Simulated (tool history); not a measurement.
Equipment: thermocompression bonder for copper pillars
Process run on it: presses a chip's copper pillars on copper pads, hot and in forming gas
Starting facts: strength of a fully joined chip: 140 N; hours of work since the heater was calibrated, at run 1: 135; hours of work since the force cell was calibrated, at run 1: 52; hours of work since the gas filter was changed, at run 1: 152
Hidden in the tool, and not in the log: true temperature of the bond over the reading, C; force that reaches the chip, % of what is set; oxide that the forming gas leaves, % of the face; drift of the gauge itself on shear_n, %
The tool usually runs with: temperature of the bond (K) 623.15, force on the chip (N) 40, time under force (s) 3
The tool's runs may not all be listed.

run	hour	temperature of the bond (K)	force on the chip (N)	time under force (s)	hours of work since the heater was calibrated	hours of work since the force cell was calibrated	hours of work since the gas filter was changed	force that shears a chip off (N)
1	0	623.15	40	3	135	52	152	65.7
2	17.1	623.15	40	3	144	60	161	64.8
3	26.9	623.15	40	3	149	66	166	65.7
4	43.7	623.15	40	3	158	74	175	64.5
5	59.9	623.15	40	3	167	83	183	65.9
6	82.1	623.15	40	2	178	94	195	56.9
# hour 101: forming gas filter changed
7	103	623.15	40	3	189	105	1	68.4
8	117.2	623.15	40	3	196	113	8	68.8
9	130.2	623.15	59	3	203	119	15	79.9
10	144.7	623.15	59	3	211	127	23	80
11	166.5	623.15	59	8	222	138	34	104
12	178.8	618.15	53	3	229	145	41	73.6
13	197.7	618.15	53	3	238	155	51	74.9
14	218.8	618.15	53	3	249	166	62	73.2
15	234.4	638.15	28	3	258	174	70	65.9
16	256.2	603.15	27	4	269	185	81	52
17	277.4	603.15	27	4	280	196	92	50.2
18	291.9	650.15	37	5	288	204	100	95.2
19	311	623.15	40	5	298	214	110	80.5
20	320.7	623.15	40	5	303	219	115	80.5

Pick out some run-to-run changes in force that shears a chip off (N). Of each, how much would a tool without hidden state show as well, from the settings, what came in and chance, and how much is left for the hidden state and any gauge scatter not in both results compared?
Run 6 -> 7: time under force (s) 2 -> 3, forming gas filter changed. force that shears a chip off (N) +11.5: hidden state +2.5, all else +9.
Run 11 -> 12: temperature of the bond (K) 623.15 -> 618.15, force on the chip (N) 59 -> 53, time under force (s) 8 -> 3. force that shears a chip off (N) -30.4: hidden state +0.3, all else -30.7.
Run 17 -> 18: temperature of the bond (K) 603.15 -> 650.15, force on the chip (N) 27 -> 37, time under force (s) 4 -> 5. force that shears a chip off (N) +45: hidden state -0.5, all else +45.5.
Run 18 -> 19: temperature of the bond (K) 650.15 -> 623.15, force on the chip (N) 37 -> 40. force that shears a chip off (N) -14.7: hidden state +0.6, all else -15.3.

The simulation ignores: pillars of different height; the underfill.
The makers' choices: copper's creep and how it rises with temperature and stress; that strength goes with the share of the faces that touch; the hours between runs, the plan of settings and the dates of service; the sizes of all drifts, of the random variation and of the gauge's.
